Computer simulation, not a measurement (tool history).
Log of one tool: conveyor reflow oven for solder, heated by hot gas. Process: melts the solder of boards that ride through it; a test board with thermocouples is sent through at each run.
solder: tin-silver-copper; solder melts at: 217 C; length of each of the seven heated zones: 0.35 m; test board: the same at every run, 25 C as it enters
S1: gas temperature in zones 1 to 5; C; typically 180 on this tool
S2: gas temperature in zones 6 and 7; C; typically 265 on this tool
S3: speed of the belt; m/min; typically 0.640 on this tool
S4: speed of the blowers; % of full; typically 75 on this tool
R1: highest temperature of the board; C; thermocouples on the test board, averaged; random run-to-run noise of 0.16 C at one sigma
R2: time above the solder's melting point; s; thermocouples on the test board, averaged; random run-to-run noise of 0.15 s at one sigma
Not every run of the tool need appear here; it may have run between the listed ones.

run   hour   S1   S2     S3  S4     R1    R2
  1    0.0  180  265  0.640  75  252.8  51.8
  2   19.6  180  265  0.640  53  245.6  45.2
      44.8  -- thermocouples of zones 6 and 7 changed
  3   44.8  180  265  0.640  53  245.4  44.8
  4   84.2  180  265  0.640  53  245.6  45.5
  5  107.2  180  265  0.640  67  250.4  49.8
  6  136.7  180  265  0.640  78  253.4  52.4
  7  153.5  180  265  0.640  52  244.9  44.5
  8  176.3  180  265  0.640  75  252.8  51.7
  9  199.4  180  265  0.640  75  252.5  51.7
 10  218.0  180  265  0.640  75  252.3  51.5
 11  249.3  180  265  0.640  75  252.6  51.6
 12  288.3  180  265  0.640  75  252.6  51.5
 13  315.2  180  265  0.534  55  251.7  61.5
 14  337.7  180  265  0.768  55  239.2  31.8
     352.0  -- flux residue cleaned out of gas plates and filters
 15  363.3  183  265  0.768  55  240.6  33.4
 16  400.6  177  257  0.640  75  245.4  46.5
 17  421.9  185  267  0.640  75  255.3  55.2
 18  453.0  189  262  0.560  69  253.0  63.6
 19  470.3  189  262  0.560  69  253.0  64.1
 20  487.3  168  267  0.531  64  254.5  60.2
 21  504.4  177  270  0.674  66  252.5  47.4
 22  540.3  177  270  0.674  66  252.7  47.0
 23  580.8  177  269  0.674  67  252.0  46.8
 24  601.8  167  274  0.654  64  254.4  46.6

3 ways to go on from here, each from the tool as it stands after run 24. What would each give?
  A  625.6  180  265  0.670  72   ?   ?
  B  625.6  166  265  0.640  71   ?   ?
  C  625.6  171  274  0.696  86   ?   ?

run     R1    R2
  A  250.6  48.0
  B  249.7  45.2
  C  260.1  48.2
With the hidden condition removed and each run's random variation left untouched, the same runs would have given:
run     R1    R2
  A  250.6  48.0
  B  249.7  45.2
  C  260.2  48.2
